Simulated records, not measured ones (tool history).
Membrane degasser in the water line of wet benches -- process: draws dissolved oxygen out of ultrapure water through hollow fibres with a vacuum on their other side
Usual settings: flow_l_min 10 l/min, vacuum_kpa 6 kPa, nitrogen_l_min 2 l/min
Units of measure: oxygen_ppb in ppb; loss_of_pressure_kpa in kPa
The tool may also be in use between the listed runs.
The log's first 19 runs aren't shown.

run,day,flow_l_min,vacuum_kpa,nitrogen_l_min,hours since the membrane was changed,hours since the vacuum gauge was calibrated,hours since the vacuum lines were made tight,oxygen_ppb,loss_of_pressure_kpa
20,29.079,8,11.7,2,1210,6374,7633,94.3,27.92
21,30.683,6,5.58,3.14,1248,6412,7672,15.2,21.35
22,32.729,9,6,2,1297,6461,7721,42.9,31.06
23,33.65,9,10.04,1.01,1319,6483,7743,162,31.92
24,35.204,10,6,0.84,1357,6521,7780,98.3,35.32
25,36.754,10,6,0.84,1394,6558,7818,98.3,35.34
26,37.804,8,6,0.8,1419,6583,7843,81.4,27.88
27,38.854,10,13.43,2.76,1444,6608,7868,105.3,35.12
28,40.354,10,6.21,1.36,1480,6644,7904,67.4,35.24
29,42.029,11,12.66,0.89,1521,6684,7944,288.9,38.91
30,42.933,7,11.9,5.56,1542,6706,7966,32.3,24.75
31,44.925,7,11.9,5.56,1590,6754,8014,33.2,24.35
32,46.725,7,7.64,4.43,1633,6797,8057,23,24.39
33,47.975,10,6.37,4.43,1663,6827,8087,29.9,35.13
34,49.592,10,6.37,4.43,1702,6866,8126,30.2,34.79

Branching from run 34: 3 alternative next runs. What would each branch give?
A,51.379,14,6.37,4.43,1745,6909,8169,?,?
B,51.379,9,6.37,4.43,1745,6909,8169,?,?
C,51.379,7,6.82,1.87,1745,6909,8169,?,?

run,oxygen_ppb,loss_of_pressure_kpa
A,55.3,49.45
B,25,31.61
C,41.1,24.69
Had the tool no hidden state, the same runs would have come out as:
run,oxygen_ppb,loss_of_pressure_kpa
A,51.1,49.23
B,22.1,31.46
C,35.6,24.57
